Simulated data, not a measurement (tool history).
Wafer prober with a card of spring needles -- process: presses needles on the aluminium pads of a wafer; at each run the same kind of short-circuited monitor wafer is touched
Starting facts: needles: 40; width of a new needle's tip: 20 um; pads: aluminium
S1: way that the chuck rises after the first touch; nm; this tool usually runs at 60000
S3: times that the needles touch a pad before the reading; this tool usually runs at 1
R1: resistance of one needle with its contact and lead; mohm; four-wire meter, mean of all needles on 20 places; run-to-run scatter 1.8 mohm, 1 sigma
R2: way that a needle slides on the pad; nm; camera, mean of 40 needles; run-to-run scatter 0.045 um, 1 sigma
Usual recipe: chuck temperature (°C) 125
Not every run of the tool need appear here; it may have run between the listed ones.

Run 1, hour 0: usual settings. Result: R1 256 mohm, R2 15400 nm.
At hour 5.4: tips cleaned on abrasive film.
At hour 18.8: tips cleaned on abrasive film.
At hour 32.3: tips cleaned on abrasive film.
At hour 45.7: tips cleaned on abrasive film.
At hour 59.1: tips cleaned on abrasive film.
Run 2, hour 64: usual settings. Result: R1 246 mohm, R2 15410 nm.
At hour 72.1: tips cleaned on abrasive film.
At hour 82.9: tips cleaned on abrasive film.
At hour 96.3: tips cleaned on abrasive film.
At hour 109.7: tips cleaned on abrasive film.
At hour 120.5: tips cleaned on abrasive film.
At hour 133.9: tips cleaned on abrasive film.
At hour 147.3: tips cleaned on abrasive film.
Run 3, hour 147.3: usual settings. Result: R1 194 mohm, R2 15160 nm.
At hour 158.1: tips cleaned on abrasive film.
At hour 168.8: tips cleaned on abrasive film.
At hour 182.3: tips cleaned on abrasive film.
At hour 195.7: tips cleaned on abrasive film.
At hour 209.1: tips cleaned on abrasive film.
Run 4, hour 215.7: usual settings but S1 43000 nm. Result: R1 316 mohm, R2 10840 nm.
At hour 221.2: tips cleaned on abrasive film.
At hour 231.9: tips cleaned on abrasive film.
At hour 245.3: tips cleaned on abrasive film.
At hour 258.7: tips cleaned on abrasive film.
At hour 272.2: tips cleaned on abrasive film.
At hour 285.1: tips cleaned on abrasive film.
At hour 285.4: height of the first contact set anew.
Run 5, hour 285.4: usual settings but S1 43000 nm. Result: R1 214 mohm, R2 11140 nm.
At hour 298.8: tips cleaned on abrasive film.
At hour 309.6: tips cleaned on abrasive film.
At hour 323: tips cleaned on abrasive film.
At hour 336.4: tips cleaned on abrasive film.
At hour 347.2: tips cleaned on abrasive film.
At hour 358.2: tips cleaned on abrasive film.
Run 6, hour 358.2: usual settings but S1 43000 nm. Result: R1 210 mohm, R2 11010 nm.
At hour 371.6: tips cleaned on abrasive film.
At hour 385: tips cleaned on abrasive film.
At hour 398.4: tips cleaned on abrasive film.
At hour 409.2: tips cleaned on abrasive film.
Run 7, hour 414.4: usual settings but S1 46000 nm, S3 2. Result: R1 249 mohm, R2 11620 nm.
At hour 422.5: tips cleaned on abrasive film.
At hour 435.9: tips cleaned on abrasive film.
At hour 446.6: tips cleaned on abrasive film.
At hour 460: tips cleaned on abrasive film.
At hour 473.5: tips cleaned on abrasive film.
Run 8, hour 481.8: usual settings but S1 46000 nm, S3 2. Result: R1 276 mohm, R2 11580 nm.
At hour 484.6: tips cleaned on abrasive film.
At hour 498: tips cleaned on abrasive film.
At hour 508.8: tips cleaned on abrasive film.
At hour 522.2: tips cleaned on abrasive film.
At hour 535.6: tips cleaned on abrasive film.
At hour 549: tips cleaned on abrasive film.
At hour 562.4: tips cleaned on abrasive film.
Run 9, hour 562.7: usual settings but S1 54000 nm, chuck temperature (°C) 48, S3 2. Result: R1 183 mohm, R2 13480 nm.
At hour 573.5: tips cleaned on abrasive film.
At hour 586.9: tips cleaned on abrasive film.
At hour 592.5: height of the first contact set anew.
At hour 600.6: tips cleaned on abrasive film.
At hour 614: tips cleaned on abrasive film.
At hour 627.4: tips cleaned on abrasive film.
Run 10, hour 631.4: usual settings but S1 55000 nm, chuck temperature (°C) 48, S3 2. Result: R1 211 mohm, R2 14100 nm.

Run 11 has not been measured yet. What should we expect?
At hour 639.4: tips cleaned on abrasive film.
At hour 652.9: tips cleaned on abrasive film.
At hour 666.3: tips cleaned on abrasive film.
At hour 679.7: tips cleaned on abrasive film.
At hour 693.1: tips cleaned on abrasive film.
At hour 706.5: tips cleaned on abrasive film.
Run 11, hour 710.6: usual settings but S1 47000 nm, S3 3. Result: R1 ?, R2 ?.

For run 11 the tool returned R1 221 mohm, R2 11910 nm.
With no hidden state in the tool, this same run would have given R1 189 mohm, R2 12080 nm.

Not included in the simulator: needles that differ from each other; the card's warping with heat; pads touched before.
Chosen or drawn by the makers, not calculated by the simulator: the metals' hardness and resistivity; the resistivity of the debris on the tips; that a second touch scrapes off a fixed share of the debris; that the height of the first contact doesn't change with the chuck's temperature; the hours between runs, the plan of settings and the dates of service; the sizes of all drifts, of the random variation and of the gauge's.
